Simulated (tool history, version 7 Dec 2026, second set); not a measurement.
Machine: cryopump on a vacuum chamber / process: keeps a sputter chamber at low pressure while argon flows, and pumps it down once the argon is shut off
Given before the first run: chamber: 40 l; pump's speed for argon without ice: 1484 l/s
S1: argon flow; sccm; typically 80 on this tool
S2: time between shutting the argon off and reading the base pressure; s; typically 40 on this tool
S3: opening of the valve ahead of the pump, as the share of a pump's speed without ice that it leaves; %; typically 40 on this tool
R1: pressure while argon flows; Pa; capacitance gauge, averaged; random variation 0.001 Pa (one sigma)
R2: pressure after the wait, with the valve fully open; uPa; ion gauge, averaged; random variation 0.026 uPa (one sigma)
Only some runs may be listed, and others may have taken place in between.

Run 1, hour 0.0: usual settings. Result: R1 0.2488 Pa, R2 1.47 uPa.
Run 2, hour 52.5: usual settings. Result: R1 0.2494 Pa, R2 1.45 uPa.
At hour 149.3: pump warmed up, emptied and cooled again.
Run 3, hour 153.7: usual settings. Result: R1 0.2326 Pa, R2 1.38 uPa.
Run 4, hour 220.0: usual settings. Result: R1 0.2339 Pa, R2 1.41 uPa.
Run 5, hour 315.0: usual settings. Result: R1 0.2346 Pa, R2 1.46 uPa.
Run 6, hour 391.3: usual settings. Result: R1 0.2361 Pa, R2 1.41 uPa.
Run 7, hour 457.2: usual settings but S1 36 sccm. Result: R1 0.1067 Pa, R2 1.47 uPa.
Run 8, hour 568.1: usual settings. Result: R1 0.2419 Pa, R2 1.52 uPa.
Run 9, hour 644.3: usual settings. Result: R1 0.2389 Pa, R2 1.49 uPa.
Run 10, hour 701.2: usual settings but S2 198 s. Result: R1 0.2436 Pa, R2 0.86 uPa.
Run 11, hour 752.6: usual settings but S2 198 s. Result: R1 0.2449 Pa, R2 0.88 uPa.
Run 12, hour 824.5: usual settings but S2 198 s. Result: R1 0.2446 Pa, R2 0.94 uPa.
Run 13, hour 930.6: usual settings but S1 97 sccm, S2 21 s, S3 18 %. Result: R1 0.6391 Pa, R2 2.42 uPa.
Run 14, hour 1002.5: usual settings but S1 63 sccm, S2 47 s. Result: R1 0.1949 Pa, R2 1.58 uPa.
Run 15, hour 1054.0: usual settings but S1 63 sccm, S2 47 s. Result: R1 0.1985 Pa, R2 1.58 uPa.
Run 16, hour 1139.3: usual settings but S2 34 s, S3 28 %. Result: R1 0.3497 Pa, R2 1.90 uPa.
Run 17, hour 1197.3: usual settings but S3 46 %. Result: R1 0.2255 Pa, R2 1.87 uPa.
At hour 1218.9: pump warmed up, emptied and cooled again.
Run 18, hour 1262.1: usual settings but S2 128 s, S3 49 %. Result: R1 0.1908 Pa, R2 1.05 uPa.
Run 19, hour 1372.0: usual settings but S2 128 s, S3 49 %. Result: R1 0.1935 Pa, R2 1.06 uPa.

What would each run have given without the hidden state, its run-to-run variation left as it was?
Unlogged tool condition in this case: pump's speed, % of a pump's without ice; cold plate's temperature, K; leak into the chamber, uPa l/s; drift of the gauge itself on working_pa, %; drift of the gauge itself on base_upa, %.
run      R1    R2
  1  0.2268  1.08
  2  0.2265  1.05
  3  0.2286  1.05
  4  0.2286  1.06
  5  0.2276  1.08
  6  0.2277  1.02
  7  0.1023  1.06
  8  0.2297  1.06
  9  0.2253  1.02
 10  0.2287  0.36
 11  0.2290  0.36
 12  0.2273  0.40
 13  0.6150  1.85
 14  0.1781  0.98
 15  0.1805  0.94
 16  0.3252  1.24
 17  0.1992  1.16
 18  0.1854  0.51
 19  0.1860  0.49
